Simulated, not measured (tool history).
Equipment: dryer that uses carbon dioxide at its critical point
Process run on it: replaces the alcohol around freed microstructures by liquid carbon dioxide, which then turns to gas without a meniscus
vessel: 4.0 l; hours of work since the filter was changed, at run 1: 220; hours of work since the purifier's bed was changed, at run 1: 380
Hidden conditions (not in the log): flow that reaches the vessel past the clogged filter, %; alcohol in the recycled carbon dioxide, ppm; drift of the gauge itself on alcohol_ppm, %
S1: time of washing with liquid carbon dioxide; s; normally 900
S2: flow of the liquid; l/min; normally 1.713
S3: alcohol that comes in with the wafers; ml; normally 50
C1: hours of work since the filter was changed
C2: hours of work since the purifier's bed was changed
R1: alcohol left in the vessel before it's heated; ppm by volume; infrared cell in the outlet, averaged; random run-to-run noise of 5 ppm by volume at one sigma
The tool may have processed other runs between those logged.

run,hour,S1,S2,S3,C1,C2,R1
1,0.0,900,1.713,50,220,380,234
2,14.7,900,2.490,50,229,390,181
3,38.1,900,2.490,50,245,405,176
4,63.7,900,2.490,50,261,422,197
5,83.8,900,2.490,50,275,435,201
6,101.4,900,2.490,50,286,447,197
7,128.6,900,2.490,50,304,465,212
8,140.5,900,2.490,29,312,473,219
9,168.5,900,1.713,50,330,491,289
10,184.2,900,1.713,50,341,501,318
11,204.1,900,1.713,33,354,515,287
12,225.7,660,1.713,50,368,529,569
13,241.8,660,1.713,88,379,539,865
14,267.4,660,1.713,88,395,556,879
15,288.6,660,1.713,88,409,570,909
16,315.0,900,1.713,46,427,587,348
# hour 318.1: inlet filter changed
17,331.1,600,1.713,50,9,597,534
18,356.2,600,1.713,50,25,614,568
19,373.5,600,1.713,50,36,625,571
20,393.5,600,1.713,36,50,638,501
21,417.5,600,1.713,36,65,654,516
22,432.0,600,1.713,36,75,664,506
23,451.1,600,1.713,36,88,676,527
24,470.4,600,2.800,50,100,689,324
25,491.0,600,2.800,50,114,703,325
# hour 500.1: purifier's bed changed
26,514.3,600,2.800,50,127,9,36
27,531.5,900,1.150,24,138,21,200
28,543.6,900,1.150,24,146,29,203
29,558.3,900,1.150,24,156,38,198
30,571.9,1020,1.713,50,165,47,56
31,597.9,1020,1.680,50,182,64,67
32,617.8,1020,1.680,50,195,77,73
33,630.4,1140,1.600,50,203,86,65
34,658.0,540,1.600,30,222,104,480
35,680.5,600,1.620,95,236,119,997
36,698.4,900,1.490,22,248,130,128
37,725.7,660,2.840,21,266,148,91
38,744.0,900,1.270,78,278,160,592
39,766.2,900,1.270,78,293,175,605
40,784.7,720,1.990,49,305,187,200
41,801.5,720,1.990,49,316,198,209
42,821.2,900,1.250,110,329,211,950
43,843.3,1320,1.070,31,343,226,199
44,865.7,1020,1.670,44,358,240,163
45,893.0,1380,2.280,44,376,258,116
46,913.8,1380,2.280,44,390,272,118

How would selected steps in R1 from run to run divide? Give the signed amount a tool lacking its hidden state would still show from settings, what came in and random variation, and the signed amount left for the hidden state, including any gauge scatter that is not in both of the compared results.
Run 25 -> 26: purifier's bed changed. R1 -289 ppm by volume: hidden state -286, all else -3.
Run 35 -> 36: S1 600 -> 900, S2 1.620 -> 1.490, S3 95 -> 22. R1 -869 ppm by volume: hidden state -265, all else -604.
Run 41 -> 42: S1 720 -> 900, S2 1.990 -> 1.250, S3 49 -> 110. R1 +741 ppm by volume: hidden state +318, all else +423.
Run 42 -> 43: S1 900 -> 1320, S2 1.250 -> 1.070, S3 110 -> 31. R1 -751 ppm by volume: hidden state -317, all else -434.
